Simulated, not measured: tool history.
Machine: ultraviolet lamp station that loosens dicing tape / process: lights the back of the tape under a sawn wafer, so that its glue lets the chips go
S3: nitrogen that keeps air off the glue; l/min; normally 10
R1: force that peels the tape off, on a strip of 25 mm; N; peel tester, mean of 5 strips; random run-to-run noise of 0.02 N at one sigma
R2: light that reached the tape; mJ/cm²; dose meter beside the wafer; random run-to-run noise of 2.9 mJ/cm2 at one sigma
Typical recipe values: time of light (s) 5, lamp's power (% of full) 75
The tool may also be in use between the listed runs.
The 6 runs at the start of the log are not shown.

{"run": 7, "hour": 177.6, "time of light (s)": 5, "lamp's power (% of full)": 75, "S3": 13, "R1": 1.079, "R2": 348}
{"run": 8, "hour": 206.7, "time of light (s)": 5, "lamp's power (% of full)": 75, "S3": 13, "R1": 1.067, "R2": 352}
{"run": 9, "hour": 227.5, "time of light (s)": 5, "lamp's power (% of full)": 75, "S3": 13, "R1": 1.103, "R2": 350}
{"run": 10, "hour": 258.8, "time of light (s)": 5, "lamp's power (% of full)": 79, "S3": 13, "R1": 1.001, "R2": 362}
{"run": 11, "hour": 291.6, "time of light (s)": 5, "lamp's power (% of full)": 79, "S3": 13, "R1": 0.996, "R2": 362}
{"run": 12, "hour": 316.9, "time of light (s)": 5, "lamp's power (% of full)": 79, "S3": 13, "R1": 1.052, "R2": 353}
{"run": 13, "hour": 352.0, "time of light (s)": 5, "lamp's power (% of full)": 79, "S3": 13, "R1": 1.078, "R2": 356}
{"run": 14, "hour": 384.2, "time of light (s)": 7, "lamp's power (% of full)": 79, "S3": 13, "R1": 0.548, "R2": 488}
{"run": 15, "hour": 405.4, "time of light (s)": 7, "lamp's power (% of full)": 79, "S3": 13, "R1": 0.541, "R2": 488}
{"run": 16, "hour": 443.5, "time of light (s)": 7, "lamp's power (% of full)": 79, "S3": 11, "R1": 0.625, "R2": 478}
{"run": 17, "hour": 461.1, "time of light (s)": 5, "lamp's power (% of full)": 75, "S3": 10, "R1": 1.502, "R2": 323}
{"run": 18, "hour": 479.5, "time of light (s)": 5, "lamp's power (% of full)": 71, "S3": 10, "R1": 1.639, "R2": 304}
{"run": 19, "hour": 517.3, "time of light (s)": 5, "lamp's power (% of full)": 75, "S3": 10, "R1": 1.557, "R2": 314}
{"hour": 530.8, "done": "window cleaned of glue's vapour"}
{"run": 20, "hour": 549.7, "time of light (s)": 5, "lamp's power (% of full)": 75, "S3": 10, "R1": 1.14, "R2": 375}
{"run": 21, "hour": 578.6, "time of light (s)": 5, "lamp's power (% of full)": 75, "S3": 10, "R1": 1.135, "R2": 371}
{"run": 22, "hour": 598.3, "time of light (s)": 5, "lamp's power (% of full)": 75, "S3": 10, "R1": 1.151, "R2": 367}
{"run": 23, "hour": 615.5, "time of light (s)": 6, "lamp's power (% of full)": 71, "S3": 10, "R1": 0.935, "R2": 415}
{"run": 24, "hour": 630.9, "time of light (s)": 4, "lamp's power (% of full)": 98, "S3": 16, "R1": 0.827, "R2": 378}
{"run": 25, "hour": 657.5, "time of light (s)": 5, "lamp's power (% of full)": 98, "S3": 15, "R1": 0.509, "R2": 472}
{"run": 26, "hour": 676.2, "time of light (s)": 5, "lamp's power (% of full)": 98, "S3": 15, "R1": 0.515, "R2": 471}

Run 27, settings as shown, results not yet in. Your forecast:
{"run": 27, "hour": 707.9, "time of light (s)": 5, "lamp's power (% of full)": 73, "S3": 20, "R1": "?", "R2": "?"}

R1: 0.832 N
R2: 350 mJ/cm²
With no hidden state in the tool, this same run would have given R1 0.618 N, R2 402 mJ/cm².
